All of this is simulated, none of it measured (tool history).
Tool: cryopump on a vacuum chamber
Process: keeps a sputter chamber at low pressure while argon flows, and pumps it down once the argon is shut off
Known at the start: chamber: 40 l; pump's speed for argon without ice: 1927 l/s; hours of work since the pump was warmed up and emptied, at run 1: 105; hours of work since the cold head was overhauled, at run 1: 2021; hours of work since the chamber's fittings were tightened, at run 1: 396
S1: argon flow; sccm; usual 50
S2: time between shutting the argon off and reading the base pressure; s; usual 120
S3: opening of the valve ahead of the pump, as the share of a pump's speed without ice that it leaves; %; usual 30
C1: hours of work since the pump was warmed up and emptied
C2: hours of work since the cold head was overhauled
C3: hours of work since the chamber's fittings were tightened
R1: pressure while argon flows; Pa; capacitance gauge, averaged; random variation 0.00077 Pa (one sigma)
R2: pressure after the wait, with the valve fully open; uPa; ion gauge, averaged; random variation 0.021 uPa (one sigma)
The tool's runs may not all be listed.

{"run": 1, "hour": 0.0, "S1": 50, "S2": 120, "S3": 30, "C1": 105, "C2": 2021, "C3": 396, "R1": 0.1487, "R2": 0.68}
{"run": 2, "hour": 107.8, "S1": 50, "S2": 120, "S3": 30, "C1": 152, "C2": 2068, "C3": 443, "R1": 0.1509, "R2": 0.67}
{"run": 3, "hour": 184.0, "S1": 50, "S2": 120, "S3": 30, "C1": 185, "C2": 2101, "C3": 476, "R1": 0.1509, "R2": 0.72}
{"run": 4, "hour": 233.3, "S1": 50, "S2": 120, "S3": 30, "C1": 207, "C2": 2123, "C3": 497, "R1": 0.1497, "R2": 0.78}
{"run": 5, "hour": 338.0, "S1": 50, "S2": 120, "S3": 53, "C1": 252, "C2": 2168, "C3": 543, "R1": 0.0873, "R2": 0.83}
{"run": 6, "hour": 451.2, "S1": 50, "S2": 120, "S3": 53, "C1": 302, "C2": 2217, "C3": 592, "R1": 0.0885, "R2": 0.86}
{"run": 7, "hour": 544.9, "S1": 50, "S2": 120, "S3": 30, "C1": 342, "C2": 2258, "C3": 633, "R1": 0.1533, "R2": 0.9}
{"run": 8, "hour": 631.8, "S1": 50, "S2": 120, "S3": 30, "C1": 380, "C2": 2296, "C3": 671, "R1": 0.1543, "R2": 0.92}
{"run": 9, "hour": 729.8, "S1": 50, "S2": 120, "S3": 30, "C1": 423, "C2": 2339, "C3": 713, "R1": 0.1549, "R2": 0.94}
{"run": 10, "hour": 797.4, "S1": 50, "S2": 120, "S3": 19, "C1": 452, "C2": 2368, "C3": 743, "R1": 0.2403, "R2": 1.02}
{"run": 11, "hour": 888.4, "S1": 50, "S2": 69, "S3": 30, "C1": 492, "C2": 2408, "C3": 782, "R1": 0.1546, "R2": 1.12}
{"run": 12, "hour": 980.6, "S1": 29, "S2": 69, "S3": 30, "C1": 532, "C2": 2448, "C3": 822, "R1": 0.0903, "R2": 1.24}
{"run": 13, "hour": 1088.5, "S1": 29, "S2": 69, "S3": 30, "C1": 579, "C2": 2495, "C3": 869, "R1": 0.0902, "R2": 1.25}
{"run": 14, "hour": 1175.9, "S1": 27, "S2": 69, "S3": 30, "C1": 617, "C2": 2533, "C3": 907, "R1": 0.0856, "R2": 1.26}
{"run": 15, "hour": 1240.9, "S1": 50, "S2": 120, "S3": 30, "C1": 645, "C2": 2561, "C3": 936, "R1": 0.1579, "R2": 1.14}
{"run": 16, "hour": 1313.6, "S1": 50, "S2": 120, "S3": 30, "C1": 677, "C2": 2592, "C3": 967, "R1": 0.16, "R2": 1.22}
{"run": 17, "hour": 1392.5, "S1": 50, "S2": 120, "S3": 30, "C1": 711, "C2": 2627, "C3": 1002, "R1": 0.1601, "R2": 1.3}
{"run": 18, "hour": 1480.9, "S1": 50, "S2": 120, "S3": 30, "C1": 750, "C2": 2665, "C3": 1040, "R1": 0.1604, "R2": 1.37}
{"run": 19, "hour": 1559.3, "S1": 50, "S2": 25, "S3": 30, "C1": 784, "C2": 2699, "C3": 1074, "R1": 0.1607, "R2": 2.17}
{"run": 20, "hour": 1668.9, "S1": 21, "S2": 219, "S3": 32, "C1": 831, "C2": 2747, "C3": 1122, "R1": 0.0648, "R2": 1.32}
{"run": 21, "hour": 1777.9, "S1": 39, "S2": 120, "S3": 55, "C1": 879, "C2": 2794, "C3": 1169, "R1": 0.0757, "R2": 1.48}
{"run": 22, "hour": 1840.3, "S1": 50, "S2": 68, "S3": 30, "C1": 906, "C2": 2822, "C3": 1196, "R1": 0.1628, "R2": 1.7}
{"hour": 1879.7, "done": "pump warmed up, emptied and cooled again"}
{"run": 23, "hour": 1917.2, "S1": 56, "S2": 279, "S3": 30, "C1": 16, "C2": 2853, "C3": 1228, "R1": 0.166, "R2": 1.08}
{"run": 24, "hour": 1992.6, "S1": 39, "S2": 36, "S3": 30, "C1": 49, "C2": 2886, "C3": 1260, "R1": 0.1154, "R2": 1.69}
{"run": 25, "hour": 2050.2, "S1": 29, "S2": 199, "S3": 44, "C1": 74, "C2": 2911, "C3": 1286, "R1": 0.0594, "R2": 1.18}
{"run": 26, "hour": 2100.5, "S1": 27, "S2": 120, "S3": 59, "C1": 96, "C2": 2933, "C3": 1307, "R1": 0.0415, "R2": 1.31}
{"run": 27, "hour": 2186.2, "S1": 44, "S2": 24, "S3": 30, "C1": 133, "C2": 2970, "C3": 1345, "R1": 0.1313, "R2": 2.15}
{"run": 28, "hour": 2296.5, "S1": 44, "S2": 24, "S3": 30, "C1": 181, "C2": 3018, "C3": 1393, "R1": 0.1336, "R2": 2.09}
{"run": 29, "hour": 2365.7, "S1": 73, "S2": 46, "S3": 26, "C1": 211, "C2": 3048, "C3": 1423, "R1": 0.2538, "R2": 1.62}
{"run": 30, "hour": 2418.8, "S1": 34, "S2": 54, "S3": 30, "C1": 235, "C2": 3071, "C3": 1446, "R1": 0.1036, "R2": 1.68}
{"run": 31, "hour": 2523.4, "S1": 34, "S2": 54, "S3": 30, "C1": 280, "C2": 3117, "C3": 1491, "R1": 0.1023, "R2": 1.72}
{"run": 32, "hour": 2590.5, "S1": 95, "S2": 115, "S3": 18, "C1": 309, "C2": 3146, "C3": 1521, "R1": 0.4748, "R2": 1.47}
{"run": 33, "hour": 2675.4, "S1": 68, "S2": 119, "S3": 44, "C1": 346, "C2": 3183, "C3": 1557, "R1": 0.1457, "R2": 1.47}
{"run": 34, "hour": 2756.1, "S1": 50, "S2": 141, "S3": 30, "C1": 381, "C2": 3218, "C3": 1593, "R1": 0.1523, "R2": 1.5}
{"run": 35, "hour": 2821.3, "S1": 50, "S2": 141, "S3": 30, "C1": 410, "C2": 3246, "C3": 1621, "R1": 0.1542, "R2": 1.54}

Hidden state at the last listed run before each entry between runs and at the first one after, where it differs:
Between runs 22 and 23: pump warmed up, emptied and cooled again (hour 1879.7)
  pump's speed, % of a pump's without ice: 73 -> 99.1; cold plate's temperature, K: 13.38 -> 13.39; leak into the chamber, uPa l/s: 1796 -> 1831
  measured less the result without the state, R1: +0.0177 -> +0.0019 Pa; R2: +1.15 -> +0.84 uPa
